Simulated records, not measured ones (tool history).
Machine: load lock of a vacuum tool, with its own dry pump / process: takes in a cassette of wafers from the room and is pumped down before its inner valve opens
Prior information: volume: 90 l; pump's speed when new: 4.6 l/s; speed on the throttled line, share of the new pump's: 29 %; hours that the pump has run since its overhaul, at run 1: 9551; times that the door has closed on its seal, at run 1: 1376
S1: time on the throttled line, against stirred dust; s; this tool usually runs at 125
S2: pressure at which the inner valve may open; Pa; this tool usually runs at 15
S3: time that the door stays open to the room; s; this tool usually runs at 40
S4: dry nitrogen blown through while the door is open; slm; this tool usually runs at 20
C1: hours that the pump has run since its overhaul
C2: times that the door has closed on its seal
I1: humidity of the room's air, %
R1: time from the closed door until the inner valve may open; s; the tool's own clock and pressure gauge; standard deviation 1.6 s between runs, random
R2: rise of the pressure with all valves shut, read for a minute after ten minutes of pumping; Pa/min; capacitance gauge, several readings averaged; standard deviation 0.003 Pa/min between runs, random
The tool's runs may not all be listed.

run      day   S1  S2   S3  S4     C1     C2    I1     R1     R2
  1    0.000  125  15   40  20   9551   1376  45.3  261.7  0.034
  2   17.533  118  15   40  20   9972   2056  42.2  256.1  0.035
  3   25.817  125  15   40  20  10170   2377  46.3  261.6  0.032
  4   42.421  125  15   40  20  10569   3020  45.9  260.4  0.043
  5   52.729  125  15   40  20  10816   3420  40.8  261.5  0.034
  6   69.575  125  15   40  20  11221   4073  45.4  261.9  0.038
  7   77.658  125  15   40   7  11415   4386  40.7  262.6  0.043
  8   94.608   95  15   40  20  11821   5043  41.7  239.7  0.029
  9  104.412   95  15   40  20  12057   5423  44.7  238.5  0.036
 10  122.621  222  15   40  20  12494   6129  45.4  330.0  0.038
 11  139.012  222  15   40  20  12887   6765  46.4  332.1  0.035
 12  151.500  125  15   40  20  13187   7249  46.6  260.5  0.044
 13  159.300  125  15   40  20  13374   7551  44.0  259.9  0.026
 14  173.417  125  15   40  20  13713   8098  46.2  263.3  0.034
 15  186.975  125  15   40  20  14038   8624  41.5  259.9  0.037
 16  198.917  125  15   40  20  14325   9087  49.2  262.5  0.041
 17  215.633  125  15   40  20  14726   9735  41.7  259.8  0.033
 18  228.912  125  15   40  20  15045  10249  44.2  258.9  0.043
 19  246.250  125  15   40  18  15461  10921  45.1  258.5  0.033
 20  256.888  170  11   40  30  15716  11334  42.5  296.4  0.034
 21  265.138  125  15   46  37  15914  11654  44.2  261.0  0.024
 22  277.817  125  15   40   6  16218  12145  44.4  259.7  0.042
 23  295.575  125  15   40   6  16645  12833  44.6  259.9  0.045
 24  304.975  125  15  149  14  16870  13198  43.4  260.1  0.070
 25  318.871  125  15  149  14  17204  13736  44.1  262.4  0.062
 26  330.296  125  15  149  14  17478  14179  42.2  260.8  0.065
 27  341.992  125  15  149  14  17759  14633  44.2  259.6  0.066
 28  358.712  125  25   40  23  18160  15281  43.6  247.6  0.036
 29  368.700  201  23   25  27  18400  15668  43.0  309.3  0.023
 30  381.804  125  15  111  19  18714  16176  45.6  260.7  0.063
 31  393.554   76  19   33  26  18996  16631  44.7  221.4  0.028
 32  405.700  125  15  112   9  19288  17102  46.5  261.1  0.072
 33  420.450  122  15   40  21  19642  17674  47.5  255.9  0.032
 34  432.588  125  13   37  20  19933  18144  43.9  262.5  0.033
 35  449.254  142  15   40   5  20333  18790  46.3  270.1  0.050
 36  467.033  142  15   40   5  20760  19479  46.6  272.6  0.057
 37  484.846  227  11   37  10  21187  20170  46.0  340.8  0.048

Predict each of these 4 candidate next runs independently; none follows another, all start after run 37:
  A  503.067  120  15   36  20  21624  20876  43.5   ?   ?
  B  503.067  227  11  102  10  21624  20876  46.5   ?   ?
  C  503.067  227  11  188  10  21624  20876  47.5   ?   ?
  D  503.067  125  15   25   5  21624  20876  46.1   ?   ?

run     R1     R2
  A  257.3  0.037
  B  334.2  0.067
  C  340.1  0.090
  D  261.2  0.044
Take away the tool's hidden state, keep each run's random variation, and the runs would have read:
run     R1     R2
  A  257.2  0.037
  B  334.1  0.067
  C  340.0  0.089
  D  261.0  0.044

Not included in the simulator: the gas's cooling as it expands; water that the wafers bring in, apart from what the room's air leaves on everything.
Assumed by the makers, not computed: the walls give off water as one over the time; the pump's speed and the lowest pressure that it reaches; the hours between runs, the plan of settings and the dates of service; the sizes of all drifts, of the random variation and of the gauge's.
